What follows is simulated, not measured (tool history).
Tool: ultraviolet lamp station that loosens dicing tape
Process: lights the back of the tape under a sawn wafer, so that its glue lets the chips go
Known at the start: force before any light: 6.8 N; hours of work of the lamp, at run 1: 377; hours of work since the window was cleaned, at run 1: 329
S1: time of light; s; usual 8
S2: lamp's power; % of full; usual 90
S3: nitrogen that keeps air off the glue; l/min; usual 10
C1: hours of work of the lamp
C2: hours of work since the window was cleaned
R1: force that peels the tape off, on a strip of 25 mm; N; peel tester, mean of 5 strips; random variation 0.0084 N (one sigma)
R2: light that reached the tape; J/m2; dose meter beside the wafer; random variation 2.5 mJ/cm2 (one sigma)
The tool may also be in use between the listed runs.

run 1 hour=0 | S1=8 S2=90 S3=10 | C1=377 C2=329 | R1=0.331 R2=3050
run 2 hour=12.9 | S1=8 S2=90 S3=10 | C1=387 C2=339 | R1=0.347 R2=3020
run 3 hour=31 | S1=8 S2=90 S3=10 | C1=401 C2=353 | R1=0.321 R2=2980
run 4 hour=45.6 | S1=4 S2=90 S3=10 | C1=412 C2=364 | R1=1.254 R2=1500
run 5 hour=56.1 | S1=8 S2=96 S3=10 | C1=420 C2=372 | R1=0.285 R2=3210
run 6 hour=72.9 | S1=8 S2=96 S3=10 | C1=433 C2=385 | R1=0.294 R2=3220
run 7 hour=89.6 | S1=8 S2=96 S3=10 | C1=446 C2=398 | R1=0.305 R2=3200
run 8 hour=103.1 | S1=8 S2=90 S3=4 | C1=456 C2=408 | R1=0.599 R2=3030
run 9 hour=120.4 | S1=8 S2=70 S3=10 | C1=469 C2=422 | R1=0.555 R2=2350
run 10 hour=133.1 | S1=8 S2=70 S3=10 | C1=479 C2=431 | R1=0.585 R2=2390
run 11 hour=150.1 | S1=8 S2=90 S3=10 | C1=492 C2=444 | R1=0.337 R2=3030
run 12 hour=159.7 | S1=8 S2=90 S3=10 | C1=500 C2=452 | R1=0.345 R2=2980
run 13 hour=178 | S1=8 S2=90 S3=4 | C1=514 C2=466 | R1=0.569 R2=3040
run 14 hour=194.7 | S1=8 S2=90 S3=10 | C1=526 C2=479 | R1=0.33 R2=2990
run 15 hour=212.9 | S1=8 S2=90 S3=10 | C1=540 C2=493 | R1=0.337 R2=3050
run 16 hour=221.6 | S1=8 S2=90 S3=10 | C1=547 C2=499 | R1=0.327 R2=3020
run 17 hour=237.4 | S1=6 S2=90 S3=10 | C1=559 C2=511 | R1=0.617 R2=2260
run 18 hour=248.3 | S1=6 S2=90 S3=10 | C1=567 C2=520 | R1=0.625 R2=2240
run 19 hour=263.2 | S1=6 S2=90 S3=10 | C1=579 C2=531 | R1=0.609 R2=2310
run 20 hour=277.7 | S1=5 S2=90 S3=10 | C1=590 C2=542 | R1=0.897 R2=1880
run 21 hour=292.2 | S1=5 S2=90 S3=10 | C1=601 C2=553 | R1=0.869 R2=1900
run 22 hour=305.3 | S1=10 S2=93 S3=6 | C1=611 C2=563 | R1=0.26 R2=3910
run 23 hour=321.6 | S1=8 S2=62 S3=14 | C1=624 C2=576 | R1=0.632 R2=2090
run 24 hour=337.4 | S1=8 S2=90 S3=5 | C1=636 C2=588 | R1=0.498 R2=3040
run 25 hour=354.6 | S1=9 S2=90 S3=5 | C1=649 C2=601 | R1=0.367 R2=3440
run 26 hour=367.5 | S1=15 S2=69 S3=5 | C1=659 C2=611 | R1=0.253 R2=4290
run 27 hour=381.8 | S1=15 S2=69 S3=5 | C1=670 C2=622 | R1=0.239 R2=4330
run 28 hour=392.5 | S1=8 S2=95 S3=10 | C1=678 C2=630 | R1=0.299 R2=3240
run 29 hour=403.7 | S1=6 S2=97 S3=8 | C1=687 C2=639 | R1=0.605 R2=2450
run 30 hour=415.2 | S1=6 S2=97 S3=8 | C1=695 C2=648 | R1=0.592 R2=2440
run 31 hour=428.2 | S1=6 S2=97 S3=8 | C1=705 C2=658 | R1=0.574 R2=2460
run 32 hour=441 | S1=6 S2=97 S3=8 | C1=715 C2=668 | R1=0.602 R2=2460
run 33 hour=451.2 | S1=6 S2=97 S3=8 | C1=723 C2=675 | R1=0.571 R2=2430
-- hour=459.9 window cleaned of glue's vapour
run 34 hour=460.4 | S1=6 S2=97 S3=8 | C1=730 C2=0 | R1=0.603 R2=2430
run 35 hour=478.7 | S1=8 S2=67 S3=10 | C1=744 C2=14 | R1=0.631 R2=2270
run 36 hour=491.9 | S1=12 S2=90 S3=6 | C1=754 C2=24 | R1=0.21 R2=4510
run 37 hour=501.2 | S1=8 S2=80 S3=10 | C1=761 C2=32 | R1=0.429 R2=2700
run 38 hour=513.7 | S1=8 S2=99 S3=6 | C1=771 C2=41 | R1=0.375 R2=3310
run 39 hour=526 | S1=14 S2=99 S3=6 | C1=780 C2=51 | R1=0.17 R2=5790
run 40 hour=541.7 | S1=14 S2=99 S3=6 | C1=792 C2=63 | R1=0.161 R2=5850
run 41 hour=557.7 | S1=11 S2=97 S3=13 | C1=804 C2=75 | R1=0.161 R2=4490
run 42 hour=567.6 | S1=11 S2=97 S3=13 | C1=812 C2=83 | R1=0.158 R2=4550

Hidden state at the last listed run before each entry between runs and at the first one after, where it differs:
Between runs 33 and 34: window cleaned of glue's vapour (hour 459.9)
  light that the window lets through, % of a clean one's: 99.9 -> 100

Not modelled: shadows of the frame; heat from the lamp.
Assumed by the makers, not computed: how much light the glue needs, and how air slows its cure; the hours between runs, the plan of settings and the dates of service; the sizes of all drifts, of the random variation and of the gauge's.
